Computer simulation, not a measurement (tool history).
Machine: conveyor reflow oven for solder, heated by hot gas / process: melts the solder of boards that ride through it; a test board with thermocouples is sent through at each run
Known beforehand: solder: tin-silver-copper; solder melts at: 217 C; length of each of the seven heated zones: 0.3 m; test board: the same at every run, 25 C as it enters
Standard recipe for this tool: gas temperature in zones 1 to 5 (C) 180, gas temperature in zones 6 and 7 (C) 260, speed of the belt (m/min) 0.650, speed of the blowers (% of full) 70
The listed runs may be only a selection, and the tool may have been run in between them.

run   hour  gas temperature in zones 1 to 5 (C)  gas temperature in zones 6 and 7 (C)  speed of the belt (m/min)  speed of the blowers (% of full)  highest temperature of the board (C)  time above the solder's melting point (s)
  1    0.0                                  180                                   260                      0.650                                70                                 239.1                                       33.4
  2    4.6                                  180                                   260                      0.650                                70                                 239.3                                       33.5
  3   11.2                                  180                                   260                      0.650                                70                                 239.2                                       32.7
  4   18.6                                  180                                   260                      0.650                                70                                 239.0                                       33.0
      29.9  -- thermocouples of zones 6 and 7 changed
  5   30.0                                  180                                   260                      0.650                                70                                 239.2                                       33.0
  6   38.9                                  180                                   260                      0.650                                70                                 239.5                                       33.4
  7   46.4                                  180                                   260                      0.650                                70                                 239.2                                       32.7
  8   54.5                                  180                                   260                      0.650                                70                                 239.1                                       33.3
  9   61.1                                  180                                   260                      0.650                                70                                 238.9                                       32.4
 10   65.4                                  180                                   249                      0.650                                70                                 230.5                                       24.3
 11   71.8                                  180                                   249                      0.650                                70                                 230.3                                       24.7
 12   78.9                                  180                                   260                      0.650                                70                                 238.9                                       33.0
 13   87.2                                  180                                   260                      0.650                                70                                 239.8                                       33.0
 14   95.8                                  172                                   260                      0.650                                70                                 237.3                                       28.8
 15  100.3                                  172                                   260                      0.650                                70                                 237.1                                       28.3
 16  106.0                                  180                                   253                      0.650                                70                                 233.8                                       27.8
 17  110.5                                  180                                   260                      0.603                                70                                 241.6                                       37.9
 18  118.0                                  180                                   269                      0.650                                70                                 245.8                                       38.2
 19  124.3                                  180                                   270                      0.650                                70                                 246.7                                       37.9
 20  133.7                                  180                                   270                      0.565                                70                                 251.3                                       48.2
 21  140.3                                  180                                   270                      0.565                                70                                 251.6                                       48.8
 22  145.6                                  180                                   270                      0.565                                70                                 251.4                                       48.1
     151.4  -- flux residue cleaned out of gas plates and filters
 23  158.8                                  180                                   249                      0.633                                70                                 229.3                                       23.7
 24  164.9                                  173                                   257                      0.650                                65                                 231.7                                       22.6
     171.5  -- flux residue cleaned out of gas plates and filters, once more
 25  178.2                                  173                                   257                      0.650                                65                                 236.7                                       29.4
 26  184.7                                  184                                   255                      0.626                                70                                 239.2                                       36.9
 27  192.1                                  180                                   260                      0.723                                70                                 237.6                                       28.2
 28  201.5                                  180                                   260                      0.723                                70                                 237.8                                       28.3
 29  208.2                                  180                                   273                      0.650                                70                                 251.8                                       41.8
 30  214.5                                  180                                   273                      0.650                                70                                 251.9                                       42.0
 31  218.6                                  180                                   273                      0.650                                70                                 251.9                                       41.9

Measured minus without-hidden-state, run by run (identical run-to-run variation in each term; gauge scatter may differ):
Hidden conditions of the tool in this case: heat that the gas passes to the board, % of a clean oven's; belt's true speed, % of the reading; true gas temperature in zones 6 and 7 over the reading, C; drift of the gauge itself on peak_c, C; drift of the gauge itself on liquid_s, %.
run  highest temperature of the board (C)  time above the solder's melting point (s)
  1                                  -2.4                                       -2.5
  2                                  -2.4                                       -2.4
  3                                  -2.6                                       -2.5
  4                                  -2.6                                       -2.6
  5                                  -2.3                                       -2.3
  6                                  -2.4                                       -2.4
  7                                  -2.4                                       -2.5
  8                                  -2.5                                       -2.6
  9                                  -2.5                                       -2.6
 10                                  -2.3                                       -3.3
 11                                  -2.3                                       -3.4
 12                                  -2.6                                       -2.7
 13                                  -2.7                                       -2.7
 14                                  -3.0                                       -3.1
 15                                  -3.0                                       -3.1
 16                                  -2.7                                       -3.3
 17                                  -2.7                                       -2.6
 18                                  -3.2                                       -2.4
 19                                  -3.2                                       -2.4
 20                                  -2.9                                       -2.0
 21                                  -2.9                                       -2.0
 22                                  -2.9                                       -2.1
 23                                  -4.1                                       -6.2
 24                                  -4.9                                       -5.8
 25                                  -0.3                                       -0.1
 26                                  -0.4                                       -0.1
 27                                  -0.4                                       -0.2
 28                                  -0.5                                       -0.2
 29                                  -0.5                                       -0.1
 30                                  -0.6                                       -0.1
 31                                  -0.6                                       -0.1

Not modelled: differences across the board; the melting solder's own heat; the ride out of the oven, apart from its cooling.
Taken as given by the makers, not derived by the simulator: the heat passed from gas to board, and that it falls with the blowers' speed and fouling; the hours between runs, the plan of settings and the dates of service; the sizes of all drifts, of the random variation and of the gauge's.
